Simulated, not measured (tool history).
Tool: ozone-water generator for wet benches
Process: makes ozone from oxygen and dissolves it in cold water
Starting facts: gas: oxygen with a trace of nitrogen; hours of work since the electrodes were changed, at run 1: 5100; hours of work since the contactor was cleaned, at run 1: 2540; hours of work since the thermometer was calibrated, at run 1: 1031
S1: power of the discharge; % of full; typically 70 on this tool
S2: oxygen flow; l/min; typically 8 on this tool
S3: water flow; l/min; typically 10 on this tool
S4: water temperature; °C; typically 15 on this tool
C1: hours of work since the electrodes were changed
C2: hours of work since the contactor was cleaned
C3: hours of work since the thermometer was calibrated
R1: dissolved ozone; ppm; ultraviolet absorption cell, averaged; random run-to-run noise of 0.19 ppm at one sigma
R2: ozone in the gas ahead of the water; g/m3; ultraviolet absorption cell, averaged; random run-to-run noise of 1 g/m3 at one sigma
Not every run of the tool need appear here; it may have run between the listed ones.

run	hour	S1	S2	S3	S4	C1	C2	C3	R1	R2
1	0	70	8	10	15	5100	2540	1031	24	170.1
2	118.9	70	8	10	15	5179	2619	1111	23.9	171.4
3	284.2	70	8	10	15	5290	2730	1221	23.5	171.3
4	397.9	70	8	10	15	5365	2805	1297	23.7	170
5	573.8	70	8	11	15	5483	2923	1414	22.3	167.7
6	788.9	70	8	11	15	5626	3066	1557	22.3	169.4
7	882.2	70	8	11	15	5688	3128	1619	22.2	169.5
8	1072	70	8	11	15	5815	3255	1746	22.4	170.1
9	1281.9	52	8	10	15	5955	3395	1886	18.1	132
10	1439.5	52	8	10	15	6060	3500	1991	18.3	131.7
11	1615.1	70	8	10	15	6177	3617	2108	23.1	167.8
12	1810.1	70	8	10	15	6307	3747	2238	23	167.8
13	1969.1	70	8	10	15	6413	3853	2344	23.1	167.6
14	2062.9	70	8	10	15	6475	3915	2406	23.2	168.4
15	2193.6	70	8	10	15	6562	4002	2494	22.9	165.6
16	2354.5	70	13.45	10	16	6670	4110	2601	18	116.6
17	2462.1	66	7.77	9	15	6741	4181	2673	23.3	163
18	2653.4	66	7.77	14	21	6869	4309	2800	16.1	160.6
19	2749.3	66	7.77	13	16	6933	4373	2864	18.6	160.5
20	2856	66	5.54	11	12	7004	4444	2935	24.2	200.5
21	3025.8	41	12.48	10	15	7117	4557	3048	12.4	79.5
22	3134.1	91	4.25	16	14	7189	4629	3120	24	313.2
23	3261.8	97	10.1	8	23	7274	4715	3206	24.1	184.9
24	3371.1	70	8	10	9	7347	4787	3278	25.7	164.4
25	3534.4	84	5	8	20	7456	4896	3387	30.8	259.8
26	3721.4	84	8.3	8	10	7581	5021	3512	31.8	186.7
27	3937.6	84	8.3	6	17	7725	5165	3656	30.4	188.2

Consider 3 possible next runs. They are alternatives, not a sequence: every one starts from the tool as it was left by run 27. What does each give?
A	4157.7	70	8.63	14	17	7872	5312	3803	?	?
B	4157.7	53	7.19	6	11	7872	5312	3803	?	?
C	4157.7	70	8	14	22	7872	5312	3803	?	?

run	R1	R2
A	17.1	154.7
B	25.7	139.8
C	16	164.5
The same runs, with their run-to-run variation unchanged, on a tool lacking any hidden condition would have given:
run	R1	R2
A	20.3	170.3
B	29.6	150.4
C	18.9	181
